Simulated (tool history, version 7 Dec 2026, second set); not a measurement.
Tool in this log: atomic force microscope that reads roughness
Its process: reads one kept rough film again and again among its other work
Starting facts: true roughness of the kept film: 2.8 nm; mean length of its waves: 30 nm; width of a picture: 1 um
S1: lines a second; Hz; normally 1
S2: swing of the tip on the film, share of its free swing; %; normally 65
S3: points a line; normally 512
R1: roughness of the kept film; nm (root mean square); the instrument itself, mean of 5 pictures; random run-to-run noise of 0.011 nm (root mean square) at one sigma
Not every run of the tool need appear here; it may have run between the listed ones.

run 1 hour=0 | S1=1 S2=65 S3=512 | R1=2.174
run 2 hour=19 | S1=1 S2=65 S3=512 | R1=2.078
-- hour=25.4 new tip fitted
run 3 hour=52.9 | S1=1 S2=65 S3=512 | R1=2.234
run 4 hour=74 | S1=1 S2=65 S3=278 | R1=2.065
-- hour=88.1 new tip fitted
run 5 hour=101.9 | S1=1 S2=65 S3=278 | R1=2.324
run 6 hour=123.6 | S1=1 S2=65 S3=278 | R1=2.126
run 7 hour=144.5 | S1=1 S2=71 S3=512 | R1=1.989
-- hour=149.2 new tip fitted
run 8 hour=180.3 | S1=1 S2=65 S3=512 | R1=2.222
run 9 hour=206 | S1=1 S2=65 S3=512 | R1=2.021
-- hour=209.6 new tip fitted
run 10 hour=244.8 | S1=1 S2=65 S3=512 | R1=2.213
run 11 hour=266 | S1=1 S2=65 S3=512 | R1=2.044
-- hour=270.2 new tip fitted
run 12 hour=292.3 | S1=1 S2=65 S3=512 | R1=2.292
-- hour=329.8 new tip fitted
run 13 hour=336.9 | S1=1 S2=65 S3=512 | R1=2.429
run 14 hour=373.9 | S1=1 S2=65 S3=512 | R1=2.161
-- hour=390.5 new tip fitted
run 15 hour=415.7 | S1=1 S2=76 S3=512 | R1=2.209
-- hour=453.1 new tip fitted
run 16 hour=460.7 | S1=1 S2=76 S3=512 | R1=2.355
run 17 hour=487.5 | S1=1 S2=80 S3=512 | R1=2.131
-- hour=513.9 new tip fitted
run 18 hour=531.7 | S1=1 S2=64 S3=512 | R1=2.301
run 19 hour=553.8 | S1=1 S2=64 S3=512 | R1=2.117
-- hour=574.7 new tip fitted
run 20 hour=578.5 | S1=1 S2=64 S3=512 | R1=2.45
run 21 hour=623.2 | S1=1 S2=65 S3=512 | R1=2.116
-- hour=635.5 new tip fitted
run 22 hour=665.3 | S1=0.93 S2=65 S3=512 | R1=2.221
-- hour=697 new tip fitted
run 23 hour=697 | S1=0.93 S2=65 S3=512 | R1=2.502
run 24 hour=718.2 | S1=0.93 S2=65 S3=512 | R1=2.275
run 25 hour=749.8 | S1=1.55 S2=65 S3=512 | R1=1.999
-- hour=759.7 new tip fitted
run 26 hour=776.4 | S1=1.17 S2=65 S3=279 | R1=2.284
run 27 hour=817.5 | S1=1.17 S2=71 S3=348 | R1=1.981
-- hour=820.9 new tip fitted
run 28 hour=843.6 | S1=0.72 S2=61 S3=421 | R1=2.293
run 29 hour=877.2 | S1=2.31 S2=67 S3=512 | R1=1.943
-- hour=881.9 new tip fitted
run 30 hour=902.3 | S1=0.55 S2=60 S3=827 | R1=2.331
-- hour=906 height scale calibrated on a step standard
run 31 hour=928 | S1=0.55 S2=60 S3=827 | R1=2.164
-- hour=943.2 new tip fitted
run 32 hour=949.8 | S1=3.54 S2=88 S3=512 | R1=1.865
run 33 hour=987.6 | S1=2.77 S2=84 S3=298 | R1=1.762
-- hour=1004.3 new tip fitted
run 34 hour=1014.3 | S1=1 S2=68 S3=1022 | R1=2.39
run 35 hour=1051.9 | S1=1 S2=65 S3=257 | R1=2.074
-- hour=1066.3 new tip fitted
-- hour=1076 height scale calibrated on a step standard, once more
run 36 hour=1089.9 | S1=0.66 S2=74 S3=499 | R1=2.296
run 37 hour=1116.1 | S1=0.5 S2=90 S3=600 | R1=2.061
-- hour=1127.9 new tip fitted
run 38 hour=1153.4 | S1=0.69 S2=88 S3=600 | R1=2.182
-- hour=1190.5 new tip fitted
run 39 hour=1199.2 | S1=0.69 S2=88 S3=600 | R1=2.343
run 40 hour=1240.2 | S1=0.69 S2=88 S3=600 | R1=2.024
-- hour=1250.6 new tip fitted
run 41 hour=1259.9 | S1=3.31 S2=69 S3=512 | R1=2.231
run 42 hour=1281.3 | S1=0.67 S2=69 S3=259 | R1=2.187
run 43 hour=1309.6 | S1=0.67 S2=69 S3=259 | R1=1.997
-- hour=1314.1 new tip fitted
run 44 hour=1335.1 | S1=1.05 S2=85 S3=404 | R1=2.176
-- hour=1374.2 new tip fitted
run 45 hour=1375.9 | S1=1.05 S2=85 S3=775 | R1=2.344
run 46 hour=1404.3 | S1=1.06 S2=89 S3=360 | R1=2.06
-- hour=1434.9 new tip fitted
run 47 hour=1441.5 | S1=1.06 S2=89 S3=360 | R1=2.255
run 48 hour=1463.2 | S1=0.8 S2=81 S3=685 | R1=2.173
-- hour=1496.2 new tip fitted
run 49 hour=1509.2 | S1=0.8 S2=81 S3=685 | R1=2.289
run 50 hour=1543.6 | S1=0.8 S2=81 S3=685 | R1=2.045

5 options for the next run, each taken on its own from the tool as it stands now. Forecast them:
-- hour=1558 new tip fitted
run A hour=1575.5 | S1=1.23 S2=56 S3=399 | R1=?
-- hour=1558 new tip fitted
run B hour=1575.5 | S1=0.8 S2=77 S3=862 | R1=?
-- hour=1558 new tip fitted
run C hour=1575.5 | S1=1.04 S2=60 S3=512 | R1=?
-- hour=1558 new tip fitted
run D hour=1575.5 | S1=1.85 S2=65 S3=512 | R1=?
-- hour=1558 new tip fitted
run E hour=1575.5 | S1=0.92 S2=65 S3=512 | R1=?

run=A R1=2.335
run=B R1=2.295
run=C R1=2.344
run=D R1=2.276
run=E R1=2.337
Stripped of hidden state, with their random variation kept, the same runs would have yielded:
run=A R1=2.503
run=B R1=2.46
run=C R1=2.513
run=D R1=2.44
run=E R1=2.505
